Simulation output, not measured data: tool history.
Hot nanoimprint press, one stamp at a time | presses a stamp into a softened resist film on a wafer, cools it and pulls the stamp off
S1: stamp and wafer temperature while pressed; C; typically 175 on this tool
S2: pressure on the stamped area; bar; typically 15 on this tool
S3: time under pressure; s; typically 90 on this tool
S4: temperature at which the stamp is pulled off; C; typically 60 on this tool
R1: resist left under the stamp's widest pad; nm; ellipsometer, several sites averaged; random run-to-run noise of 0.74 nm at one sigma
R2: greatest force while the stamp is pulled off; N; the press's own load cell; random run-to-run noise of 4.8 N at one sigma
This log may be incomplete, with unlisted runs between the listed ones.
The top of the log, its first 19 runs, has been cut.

run 20 day=9.288 | S1=178 S2=22.3 S3=157 S4=63 | R1=80.9 R2=232
run 21 day=9.854 | S1=178 S2=22.3 S3=157 S4=63 | R1=79.9 R2=226
run 22 day=10.158 | S1=178 S2=22.3 S3=157 S4=63 | R1=80.3 R2=223
run 23 day=10.704 | S1=178 S2=22.3 S3=63 S4=65 | R1=118.4 R2=224
run 24 day=11.271 | S1=185 S2=15 S3=46 S4=60 | R1=120.4 R2=236
run 25 day=11.646 | S1=185 S2=15 S3=46 S4=60 | R1=119.8 R2=232
run 26 day=11.925 | S1=175 S2=15 S3=90 S4=46 | R1=143.7 R2=281
-- day=12.258 plate thermocouple calibrated
run 27 day=12.646 | S1=175 S2=15 S3=90 S4=46 | R1=145.3 R2=270
run 28 day=13.321 | S1=166 S2=10.1 S3=101 S4=51 | R1=249.2 R2=256
run 29 day=13.779 | S1=168 S2=15 S3=75 S4=60 | R1=215.4 R2=233
run 30 day=14.108 | S1=175 S2=12.8 S3=90 S4=55 | R1=158 R2=253
run 31 day=14.754 | S1=175 S2=12.8 S3=90 S4=55 | R1=156.3 R2=249

Below are 3 alternative next runs, each starting from the tool's condition after run 31. Predict each:
run A day=15.125 | S1=165 S2=10.1 S3=90 S4=66 | R1=? R2=?
run B day=15.125 | S1=175 S2=15 S3=51 S4=60 | R1=? R2=?
run C day=15.125 | S1=178 S2=15 S3=90 S4=56 | R1=? R2=?

run=A R1=271.3 R2=221
run=B R1=180.8 R2=241
run=C R1=125.5 R2=249
With the hidden condition removed and each run's random variation left untouched, the same runs would have given:
run=A R1=271.3 R2=220
run=B R1=180.8 R2=241
run=C R1=125.5 R2=248
